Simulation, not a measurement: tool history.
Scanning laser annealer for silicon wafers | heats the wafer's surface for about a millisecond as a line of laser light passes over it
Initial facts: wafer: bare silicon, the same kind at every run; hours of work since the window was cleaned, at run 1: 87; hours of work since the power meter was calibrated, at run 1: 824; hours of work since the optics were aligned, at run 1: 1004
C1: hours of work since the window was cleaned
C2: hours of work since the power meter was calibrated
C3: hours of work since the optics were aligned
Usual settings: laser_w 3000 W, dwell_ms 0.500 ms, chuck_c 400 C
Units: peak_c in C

{"run": 1, "hour": 0.0, "laser_w": 3000, "dwell_ms": 0.5, "chuck_c": 400, "C1": 87, "C2": 824, "C3": 1004, "peak_c": 1211}
{"run": 2, "hour": 77.8, "laser_w": 3000, "dwell_ms": 0.5, "chuck_c": 400, "C1": 140, "C2": 877, "C3": 1057, "peak_c": 1204}
{"run": 3, "hour": 127.7, "laser_w": 3000, "dwell_ms": 0.5, "chuck_c": 400, "C1": 174, "C2": 911, "C3": 1091, "peak_c": 1204}
{"run": 4, "hour": 176.6, "laser_w": 3000, "dwell_ms": 0.5, "chuck_c": 400, "C1": 207, "C2": 944, "C3": 1124, "peak_c": 1202}
{"run": 5, "hour": 274.2, "laser_w": 3000, "dwell_ms": 0.5, "chuck_c": 400, "C1": 273, "C2": 1010, "C3": 1190, "peak_c": 1198}
{"hour": 359.9, "done": "optics aligned, line set to its width"}
{"run": 6, "hour": 365.8, "laser_w": 3000, "dwell_ms": 0.5, "chuck_c": 397, "C1": 332, "C2": 1069, "C3": 4, "peak_c": 1209}
{"run": 7, "hour": 431.7, "laser_w": 3000, "dwell_ms": 0.5, "chuck_c": 400, "C1": 377, "C2": 1114, "C3": 49, "peak_c": 1205}
{"run": 8, "hour": 484.7, "laser_w": 3000, "dwell_ms": 0.5, "chuck_c": 400, "C1": 413, "C2": 1150, "C3": 85, "peak_c": 1207}
{"run": 9, "hour": 567.7, "laser_w": 3000, "dwell_ms": 0.5, "chuck_c": 400, "C1": 470, "C2": 1207, "C3": 141, "peak_c": 1204}
{"run": 10, "hour": 614.0, "laser_w": 3014, "dwell_ms": 0.401, "chuck_c": 427, "C1": 501, "C2": 1238, "C3": 173, "peak_c": 1146}
{"run": 11, "hour": 658.3, "laser_w": 3161, "dwell_ms": 0.614, "chuck_c": 405, "C1": 531, "C2": 1268, "C3": 203, "peak_c": 1343}
{"run": 12, "hour": 721.8, "laser_w": 3000, "dwell_ms": 0.353, "chuck_c": 439, "C1": 574, "C2": 1311, "C3": 246, "peak_c": 1111}
{"run": 13, "hour": 782.4, "laser_w": 3000, "dwell_ms": 0.353, "chuck_c": 439, "C1": 616, "C2": 1353, "C3": 287, "peak_c": 1109}
{"run": 14, "hour": 852.3, "laser_w": 3000, "dwell_ms": 0.584, "chuck_c": 364, "C1": 663, "C2": 1400, "C3": 335, "peak_c": 1215}
{"run": 15, "hour": 938.4, "laser_w": 3000, "dwell_ms": 0.584, "chuck_c": 364, "C1": 722, "C2": 1459, "C3": 393, "peak_c": 1213}
{"run": 16, "hour": 1020.5, "laser_w": 2570, "dwell_ms": 0.565, "chuck_c": 400, "C1": 778, "C2": 1515, "C3": 449, "peak_c": 1101}
{"run": 17, "hour": 1077.2, "laser_w": 3120, "dwell_ms": 0.444, "chuck_c": 400, "C1": 816, "C2": 1553, "C3": 488, "peak_c": 1172}

Predict each of these 3 candidate next runs independently; none follows another, all start after run 17:
{"run": "A", "hour": 1132.0, "laser_w": 3261, "dwell_ms": 0.444, "chuck_c": 398, "C1": 853, "C2": 1590, "C3": 525, "peak_c": "?"}
{"run": "B", "hour": 1132.0, "laser_w": 3043, "dwell_ms": 0.528, "chuck_c": 364, "C1": 853, "C2": 1590, "C3": 525, "peak_c": "?"}
{"run": "C", "hour": 1132.0, "laser_w": 3248, "dwell_ms": 0.518, "chuck_c": 414, "C1": 853, "C2": 1590, "C3": 525, "peak_c": "?"}

run=A peak_c=1204
run=B peak_c=1175
run=C peak_c=1281
With the hidden condition removed and each run's random variation left untouched, the same runs would have given:
run=A peak_c=1250
run=B peak_c=1221
run=C peak_c=1330
